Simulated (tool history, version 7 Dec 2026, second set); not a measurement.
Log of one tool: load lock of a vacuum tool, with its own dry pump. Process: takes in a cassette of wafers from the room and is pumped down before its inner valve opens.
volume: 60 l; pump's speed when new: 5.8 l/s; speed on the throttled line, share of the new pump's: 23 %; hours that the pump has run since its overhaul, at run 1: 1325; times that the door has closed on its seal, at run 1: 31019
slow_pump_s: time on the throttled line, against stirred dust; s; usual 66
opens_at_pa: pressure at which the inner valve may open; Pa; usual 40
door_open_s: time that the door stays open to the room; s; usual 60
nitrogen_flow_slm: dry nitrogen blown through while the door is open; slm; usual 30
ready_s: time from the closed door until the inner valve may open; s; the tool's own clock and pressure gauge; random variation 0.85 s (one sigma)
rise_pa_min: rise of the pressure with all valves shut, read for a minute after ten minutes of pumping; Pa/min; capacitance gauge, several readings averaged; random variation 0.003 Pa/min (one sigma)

run	hour	slow_pump_s	opens_at_pa	door_open_s	nitrogen_flow_slm	hours that the pump has run since its overhaul	times that the door has closed on its seal	incoming humidity of the room's air, %	ready_s	rise_pa_min
1	0	66	40	60	30	1325	31019	48	132	0.026
2	701.3	66	40	60	30	2027	32063	44.7	132.4	0.021
3	1035.7	66	40	60	30	2361	32561	41.6	131	0.019
4	1562	66	40	60	30	2888	33345	47.9	131.5	0.022
5	2208.1	66	40	60	30	3534	34308	48.2	132.3	0.014
6	2746.2	66	40	60	30	4072	35109	43.7	131.1	0.018
7	3365.5	85	40	60	30	4691	36032	43.9	146.6	0.022
8	3901.3	66	40	60	30	5227	36830	43.3	131.6	0.02
9	4389.2	66	40	60	30	5715	37556	44	132.5	0.02
10	5073.4	66	40	60	30	6399	38576	46.1	132.4	0.017

The next listed run, before its measurement:
11	5571.6	66	40	60	30	6897	39318	45.3	?	?

ready_s: 133.2 s
rise_pa_min: 0.019 Pa/min
Without the tool's hidden state the same run would have given ready_s 133.1 s, rise_pa_min 0.018 Pa/min.
